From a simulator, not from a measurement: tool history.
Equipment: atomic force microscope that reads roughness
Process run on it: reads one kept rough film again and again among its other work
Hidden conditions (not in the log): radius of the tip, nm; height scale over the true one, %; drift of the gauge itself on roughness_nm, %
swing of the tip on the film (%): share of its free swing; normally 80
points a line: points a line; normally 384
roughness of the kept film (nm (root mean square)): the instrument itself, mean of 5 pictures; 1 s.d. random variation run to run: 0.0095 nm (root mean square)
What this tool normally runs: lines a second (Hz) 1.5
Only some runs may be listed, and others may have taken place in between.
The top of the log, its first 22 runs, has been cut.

run	day	lines a second (Hz)	swing of the tip on the film (%)	points a line	pictures with this tip	hours of work since the height scale was calibrated	roughness of the kept film (nm (root mean square))
23	6.625	1.32	58	274	84	5	2.15
24	6.967	2.74	64	765	94	10	2.051
25	7.308	2.74	64	765	104	15	2.036
26	7.7	2.74	64	765	116	21	2.035
27	7.921	1.5	57	740	123	24	2.109
28	8.112	1.5	57	740	129	27	2.1
29	8.358	1.5	57	740	137	30	2.077
30	8.7	0.9	61	401	147	35	2.075
31	9.129	0.9	61	401	160	42	2.057
32	9.392	0.79	80	294	168	46	1.987
33	9.8	0.79	80	294	181	52	1.972
34	10.146	3.26	74	384	191	57	1.796
35	10.55	3.26	74	384	204	63	1.783
36	10.817	3.45	65	298	212	67	1.833
37	11.208	3.69	61	677	224	72	1.882
38	11.425	1.27	56	430	230	76	1.964
39	11.758	1.5	83	1004	241	81	1.796
40	11.975	1.5	57	384	247	84	1.933
41	12.271	2.56	83	901	256	88	1.669
42	12.658	3.75	83	285	268	94	1.539

Forecast each of these 4 alternatives for the next run:
A	12.904	3.75	83	429	276	97	?
B	12.904	0.82	66	605	276	97	?
C	12.904	0.65	76	285	276	97	?
D	12.904	3.75	83	522	276	97	?

run	roughness of the kept film (nm (root mean square))
A	1.544
B	1.899
C	1.867
D	1.532
Stripped of hidden state, with their random variation kept, the same runs would have yielded:
run	roughness of the kept film (nm (root mean square))
A	1.857
B	2.286
C	2.249
D	1.844
